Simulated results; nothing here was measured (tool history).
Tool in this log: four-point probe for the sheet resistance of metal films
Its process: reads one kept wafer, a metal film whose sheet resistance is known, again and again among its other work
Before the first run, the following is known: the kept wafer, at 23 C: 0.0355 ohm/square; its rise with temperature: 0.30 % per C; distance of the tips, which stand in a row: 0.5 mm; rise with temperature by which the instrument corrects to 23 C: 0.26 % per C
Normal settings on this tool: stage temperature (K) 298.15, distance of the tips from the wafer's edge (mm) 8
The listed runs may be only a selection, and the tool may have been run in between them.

run,day,stage temperature (K),distance of the tips from the wafer's edge (mm),sheet resistance as the instrument gives it (ohm/square)
1,0.000,298.15,8,0.035557
2,1.054,304.15,8,0.035609
3,2.167,298.15,4,0.035760
4,3.546,298.15,4,0.035775
5,5.288,297.15,4,0.035747
6,6.788,298.15,19,0.035478
7,8.558,298.15,19,0.035478
8,9.858,298.15,8,0.035541
9,11.596,298.15,8,0.035563
10,13.479,291.15,12,0.035413
11,15.442,303.15,32,0.035535
12,16.862,305.15,10,0.035611
13,18.329,301.15,16,0.035529
14,19.550,298.15,54,0.035478
15,21.512,306.15,68,0.035583
16,23.496,306.15,68,0.035582
17,24.375,296.15,29,0.035452

Below, each run's measurement less what the same run would have read without the hidden state. Both values contain the same run-to-run variation, but the gauge's scatter may not be the same in both:
What the log doesn't record here: inner tips' distance over the nominal, %; tips' flats over new ones', %; wafer's true temperature over the reading, C; drift of the gauge itself on sheet_ohm, %.
run,sheet resistance as the instrument gives it (ohm/square)
1,-0.000055
2,-0.000054
3,-0.000055
4,-0.000055
5,-0.000054
6,-0.000054
7,-0.000052
8,-0.000052
9,-0.000052
10,-0.000053
11,-0.000050
12,-0.000049
13,-0.000050
14,-0.000050
15,-0.000047
16,-0.000046
17,-0.000048
